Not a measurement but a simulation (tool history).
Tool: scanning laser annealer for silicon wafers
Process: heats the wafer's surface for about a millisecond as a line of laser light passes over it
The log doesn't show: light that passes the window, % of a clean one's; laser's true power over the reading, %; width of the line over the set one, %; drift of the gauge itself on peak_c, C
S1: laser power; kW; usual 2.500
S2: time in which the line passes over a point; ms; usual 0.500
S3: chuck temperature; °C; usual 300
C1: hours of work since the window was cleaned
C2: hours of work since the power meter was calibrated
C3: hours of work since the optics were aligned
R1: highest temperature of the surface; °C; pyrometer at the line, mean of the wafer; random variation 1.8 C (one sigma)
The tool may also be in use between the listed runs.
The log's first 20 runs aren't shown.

run 21 hour=585.5 | S1=2.500 S2=0.500 S3=277 | C1=414 C2=326 C3=752 | R1=1009
run 22 hour=618.6 | S1=2.736 S2=0.500 S3=313 | C1=432 C2=343 C3=770 | R1=1127
run 23 hour=643.1 | S1=2.627 S2=0.370 S3=271 | C1=445 C2=356 C3=783 | R1=923
run 24 hour=662.8 | S1=2.139 S2=0.400 S3=339 | C1=455 C2=366 C3=793 | R1=864
run 25 hour=682.7 | S1=2.492 S2=0.366 S3=322 | C1=465 C2=377 C3=803 | R1=929
run 26 hour=711.5 | S1=2.336 S2=0.527 S3=267 | C1=481 C2=392 C3=819 | R1=957
run 27 hour=733.6 | S1=2.336 S2=0.527 S3=267 | C1=492 C2=404 C3=830 | R1=954
run 28 hour=767.5 | S1=2.148 S2=0.592 S3=295 | C1=510 C2=421 C3=848 | R1=957
run 29 hour=801.0 | S1=2.197 S2=0.592 S3=295 | C1=528 C2=439 C3=866 | R1=974
run 30 hour=827.4 | S1=2.197 S2=0.592 S3=295 | C1=542 C2=453 C3=880 | R1=978
run 31 hour=854.5 | S1=2.197 S2=0.592 S3=292 | C1=556 C2=467 C3=894 | R1=974
run 32 hour=886.8 | S1=2.197 S2=0.592 S3=292 | C1=573 C2=484 C3=911 | R1=967
run 33 hour=904.8 | S1=2.162 S2=0.542 S3=271 | C1=582 C2=494 C3=920 | R1=903
run 34 hour=921.6 | S1=2.652 S2=0.423 S3=312 | C1=591 C2=502 C3=929 | R1=1019
run 35 hour=960.4 | S1=2.453 S2=0.416 S3=317 | C1=611 C2=523 C3=949 | R1=947
run 36 hour=984.8 | S1=2.453 S2=0.416 S3=317 | C1=624 C2=536 C3=962 | R1=948
run 37 hour=1016.9 | S1=2.453 S2=0.416 S3=317 | C1=641 C2=553 C3=979 | R1=949
run 38 hour=1037.6 | S1=2.453 S2=0.416 S3=317 | C1=652 C2=564 C3=990 | R1=948
run 39 hour=1055.6 | S1=2.453 S2=0.416 S3=317 | C1=662 C2=573 C3=1000 | R1=947
run 40 hour=1094.1 | S1=2.453 S2=0.416 S3=317 | C1=682 C2=593 C3=1020 | R1=950

4 ways to go on from here, each from the tool as it stands after run 40. What would each give?
-- hour=1118.4 optics aligned, line set to its width
run A hour=1129.0 | S1=2.683 S2=0.469 S3=263 | C1=698 C2=609 C3=6 | R1=?
-- hour=1118.4 optics aligned, line set to its width
run B hour=1129.0 | S1=2.408 S2=0.357 S3=300 | C1=698 C2=609 C3=6 | R1=?
-- hour=1118.4 optics aligned, line set to its width
run C hour=1129.0 | S1=2.419 S2=0.416 S3=317 | C1=698 C2=609 C3=6 | R1=?
-- hour=1118.4 optics aligned, line set to its width
run D hour=1129.0 | S1=2.138 S2=0.566 S3=266 | C1=698 C2=609 C3=6 | R1=?

run=A R1=1025
run=B R1=868
run=C R1=944
run=D R1=906
Without the tool's hidden state the same runs would have given:
run=A R1=1052
run=B R1=888
run=C R1=966
run=D R1=928
